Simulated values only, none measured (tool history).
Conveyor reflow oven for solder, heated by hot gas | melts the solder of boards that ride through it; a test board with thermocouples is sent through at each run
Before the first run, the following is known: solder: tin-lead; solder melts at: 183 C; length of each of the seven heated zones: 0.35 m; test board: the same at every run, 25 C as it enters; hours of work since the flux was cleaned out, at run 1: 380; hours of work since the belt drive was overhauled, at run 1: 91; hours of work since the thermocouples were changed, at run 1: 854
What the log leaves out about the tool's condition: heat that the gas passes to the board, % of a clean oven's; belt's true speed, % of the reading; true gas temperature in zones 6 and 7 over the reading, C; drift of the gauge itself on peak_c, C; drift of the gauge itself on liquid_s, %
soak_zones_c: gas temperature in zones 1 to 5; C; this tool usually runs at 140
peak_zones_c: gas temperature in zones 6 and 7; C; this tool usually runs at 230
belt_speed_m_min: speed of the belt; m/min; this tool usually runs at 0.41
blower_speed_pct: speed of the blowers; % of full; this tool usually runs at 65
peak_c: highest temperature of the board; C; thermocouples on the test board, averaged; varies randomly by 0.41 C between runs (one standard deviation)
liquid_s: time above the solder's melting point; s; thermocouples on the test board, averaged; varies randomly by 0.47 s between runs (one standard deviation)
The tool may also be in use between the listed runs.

| run | hour | soak_zones_c | peak_zones_c | belt_speed_m_min | blower_speed_pct | hours of work since the flux was cleaned out | hours of work since the belt drive was overhauled | hours of work since the thermocouples were changed | peak_c | liquid_s |
|---|---|---|---|---|---|---|---|---|---|---|
| 1 | 0 | 140 | 230 | 0.41 | 65 | 380 | 91 | 854 | 208.3 | 67.2 |
| 2 | 7.4 | 140 | 230 | 0.41 | 65 | 386 | 97 | 859 | 209.2 | 66.6 |
| 3 | 15.6 | 140 | 230 | 0.41 | 65 | 392 | 103 | 865 | 208.3 | 65.6 |
| 4 | 20.4 | 140 | 230 | 0.331 | 65 | 395 | 106 | 869 | 214.6 | 95.2 |
| 5 | 26.8 | 140 | 230 | 0.331 | 65 | 400 | 111 | 874 | 214.9 | 95.3 |
| 6 | 33 | 140 | 230 | 0.331 | 65 | 404 | 116 | 878 | 214.8 | 94.3 |
| 7 | 41.5 | 140 | 224 | 0.41 | 65 | 411 | 122 | 885 | 202.9 | 58.4 |
| 8 | 50.9 | 140 | 224 | 0.41 | 65 | 418 | 129 | 891 | 203.2 | 58.6 |
| 9 | 60.1 | 140 | 224 | 0.41 | 65 | 424 | 136 | 898 | 203.8 | 58.9 |
| 10 | 65.5 | 154 | 239 | 0.41 | 61 | 428 | 140 | 902 | 217.6 | 85.5 |
| 11 | 69.7 | 154 | 239 | 0.41 | 61 | 431 | 143 | 905 | 217.7 | 84.4 |
| 12 | 76.5 | 154 | 239 | 0.41 | 61 | 436 | 148 | 910 | 216.5 | 84.8 |
| 13 | 82.4 | 139 | 234 | 0.372 | 55 | 441 | 152 | 915 | 211.3 | 76.4 |
| 14 | 87.1 | 140 | 230 | 0.426 | 65 | 444 | 156 | 918 | 206.5 | 61.1 |
|  | 95.9 | thermocouples of zones 6 and 7 changed |
| 15 | 97.3 | 140 | 230 | 0.449 | 65 | 450 | 162 | 1 | 206.7 | 57 |

3 ways to go on from here, each from the tool as it stands after run 15. What would each give?
| A | 101.4 | 140 | 229 | 0.449 | 65 | 453 | 165 | 4 | ? | ? |
| B | 101.4 | 149 | 229 | 0.449 | 65 | 453 | 165 | 4 | ? | ? |
| C | 101.4 | 134 | 230 | 0.41 | 65 | 453 | 165 | 4 | ? | ? |

| run | peak_c | liquid_s |
|---|---|---|
| A | 206.5 | 56.8 |
| B | 207.9 | 64.7 |
| C | 209 | 63.2 |
Take away the tool's hidden state, keep each run's random variation, and the runs would have read:
| run | peak_c | liquid_s |
|---|---|---|
| A | 211.3 | 64.2 |
| B | 212.3 | 71 |
| C | 213.7 | 70.2 |

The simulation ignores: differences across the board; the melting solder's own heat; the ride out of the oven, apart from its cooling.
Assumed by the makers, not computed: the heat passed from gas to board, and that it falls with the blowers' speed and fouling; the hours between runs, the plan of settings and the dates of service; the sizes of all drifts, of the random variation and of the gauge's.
